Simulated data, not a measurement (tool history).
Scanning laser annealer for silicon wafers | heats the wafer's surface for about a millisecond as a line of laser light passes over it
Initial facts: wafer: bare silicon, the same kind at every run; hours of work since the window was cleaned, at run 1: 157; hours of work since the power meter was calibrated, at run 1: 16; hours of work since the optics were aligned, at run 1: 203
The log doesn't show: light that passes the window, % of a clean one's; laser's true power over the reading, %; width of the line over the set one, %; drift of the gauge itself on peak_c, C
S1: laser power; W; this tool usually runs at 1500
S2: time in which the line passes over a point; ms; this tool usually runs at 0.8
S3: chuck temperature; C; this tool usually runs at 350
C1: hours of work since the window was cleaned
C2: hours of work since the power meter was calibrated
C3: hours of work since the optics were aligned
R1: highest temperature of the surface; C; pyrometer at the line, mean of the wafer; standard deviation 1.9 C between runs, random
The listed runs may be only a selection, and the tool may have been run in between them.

Run 1, hour 0: usual settings; C1 157; C2 16; C3 203. Result: R1 1187 C.
Run 2, hour 14.6: usual settings; C1 167; C2 27; C3 214. Result: R1 1186 C.
Run 3, hour 25.6: usual settings but S3 312 C; C1 176; C2 35; C3 222. Result: R1 1149 C.
Run 4, hour 36.3: usual settings but S2 0.943 ms; C1 184; C2 43; C3 230. Result: R1 1261 C.
Run 5, hour 45: usual settings but S2 0.943 ms; C1 190; C2 50; C3 237. Result: R1 1266 C.
Run 6, hour 56.3: usual settings but S1 1380 W, S2 0.943 ms; C1 198; C2 58; C3 245. Result: R1 1178 C.
Run 7, hour 63: usual settings but S1 1380 W, S2 0.943 ms; C1 203; C2 63; C3 250. Result: R1 1175 C.
Run 8, hour 76.4: usual settings; C1 213; C2 73; C3 260. Result: R1 1184 C.
Run 9, hour 82.7: usual settings but S2 0.625 ms; C1 218; C2 78; C3 265. Result: R1 1081 C.
Run 10, hour 97: usual settings but S2 0.625 ms; C1 229; C2 88; C3 275. Result: R1 1078 C.
Run 11, hour 105.8: usual settings but S2 0.625 ms; C1 235; C2 95; C3 282. Result: R1 1080 C.
Run 12, hour 121.4: usual settings but S2 0.625 ms; C1 247; C2 106; C3 294. Result: R1 1078 C.
Run 13, hour 131.8: usual settings but S2 0.596 ms; C1 255; C2 114; C3 301. Result: R1 1058 C.
Run 14, hour 142.2: usual settings but S1 1280 W; C1 262; C2 122; C3 309. Result: R1 1036 C.
Run 15, hour 157.7: usual settings but S1 1280 W; C1 274; C2 133; C3 321. Result: R1 1035 C.
Run 16, hour 173.3: usual settings but S1 1409 W; C1 285; C2 145; C3 332. Result: R1 1121 C.
Run 17, hour 188: usual settings but S1 1409 W; C1 296; C2 156; C3 343. Result: R1 1121 C.
Run 18, hour 195.4: usual settings but S1 1409 W; C1 302; C2 161; C3 348. Result: R1 1121 C.
Run 19, hour 202.2: usual settings but S1 1409 W; C1 307; C2 166; C3 354. Result: R1 1123 C.
Run 20, hour 212.7: usual settings but S1 1409 W, S2 0.589 ms; C1 315; C2 174; C3 361. Result: R1 1003 C.
At hour 223.1: window over the wafer cleaned.
Run 21, hour 228.7: usual settings but S2 0.935 ms; C1 4; C2 185; C3 372. Result: R1 1261 C.
Run 22, hour 240.1: usual settings but S2 0.935 ms; C1 13; C2 193; C3 380. Result: R1 1262 C.
Run 23, hour 249.9: usual settings but S2 0.935 ms; C1 20; C2 200; C3 388. Result: R1 1262 C.
Run 24, hour 265.5: usual settings but S1 1363 W, S2 0.958 ms, S3 326 C; C1 32; C2 212; C3 399. Result: R1 1148 C.
Run 25, hour 280.7: usual settings but S1 1363 W, S2 0.958 ms, S3 326 C; C1 43; C2 223; C3 410. Result: R1 1149 C.
Run 26, hour 289.4: usual settings but S1 1600 W, S2 0.661 ms, S3 365 C; C1 49; C2 230; C3 417. Result: R1 1183 C.
Run 27, hour 301: usual settings but S1 1345 W, S2 0.79 ms, S3 382 C; C1 58; C2 238; C3 425. Result: R1 1108 C.
Run 28, hour 316.3: usual settings but S2 0.582 ms, S3 388 C; C1 69; C2 250; C3 437. Result: R1 1088 C.
Run 29, hour 331.8: usual settings but S1 1498 W, S2 0.855 ms, S3 388 C; C1 81; C2 261; C3 448. Result: R1 1257 C.
Run 30, hour 339.9: usual settings but S1 1498 W, S2 0.855 ms, S3 388 C; C1 87; C2 267; C3 454. Result: R1 1256 C.
Run 31, hour 347: usual settings but S1 1498 W, S2 0.855 ms, S3 388 C; C1 92; C2 273; C3 460. Result: R1 1256 C.
Run 32, hour 361.4: usual settings but S1 1308 W, S2 0.954 ms, S3 375 C; C1 103; C2 283; C3 470. Result: R1 1156 C.
Run 33, hour 367.8: usual settings but S1 1310 W, S3 348 C; C1 107; C2 288; C3 475. Result: R1 1054 C.
Run 34, hour 379.1: usual settings but S1 1464 W, S2 0.618 ms, S3 351 C; C1 116; C2 296; C3 483. Result: R1 1053 C.
Run 35, hour 388: usual settings but S1 1363 W, S2 0.867 ms; C1 122; C2 303; C3 490. Result: R1 1125 C.
Run 36, hour 397: usual settings but S1 1366 W, S2 0.765 ms, S3 328 C; C1 129; C2 310; C3 497. Result: R1 1055 C.

Run 37 is up next; what results do you expect?
Run 37, hour 410.8: usual settings but S1 1366 W, S2 0.765 ms, S3 328 C; C1 139; C2 320; C3 507. Result: R1 ?.

R1: 1059 C
On a tool with no hidden condition, and with the same random variation, this run would have come out at R1 1059 C.
